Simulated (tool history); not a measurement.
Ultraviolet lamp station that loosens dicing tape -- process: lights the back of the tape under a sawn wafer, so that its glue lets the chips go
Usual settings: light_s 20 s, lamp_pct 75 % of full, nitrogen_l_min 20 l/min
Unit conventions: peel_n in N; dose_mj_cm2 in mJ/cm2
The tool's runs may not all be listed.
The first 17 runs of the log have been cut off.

| run | day | light_s | lamp_pct | nitrogen_l_min | peel_n | dose_mj_cm2 |
|---|---|---|---|---|---|---|
| 18 | 21.833 | 20 | 75 | 20 | 0.817 | 398 |
| 19 | 22.883 | 12 | 75 | 20 | 1.744 | 238 |
| 20 | 24.121 | 20 | 75 | 15 | 0.921 | 397 |
| 21 | 25.208 | 35 | 75 | 6 | 0.495 | 688 |
| 22 | 26.038 | 20 | 95 | 23 | 0.493 | 491 |
| 23 | 26.904 | 16 | 74 | 11 | 1.549 | 304 |
| 24 | 27.667 | 16 | 65 | 11 | 1.747 | 269 |
|  | 29.054 | window cleaned of glue's vapour |
| 25 | 29.146 | 31 | 86 | 7 | 0.4 | 757 |
| 26 | 30.621 | 31 | 86 | 7 | 0.399 | 731 |
| 27 | 31.888 | 31 | 86 | 7 | 0.409 | 729 |

What does the tool deliver on the next run?
| 28 | 33.079 | 20 | 75 | 7 | ? | ? |

Run 28 produced peel_n 1.182 N, dose_mj_cm2 405 mJ/cm2.
Had the tool carried no hidden state, the very same run would have given peel_n 0.894 N, dose_mj_cm2 484 mJ/cm2.
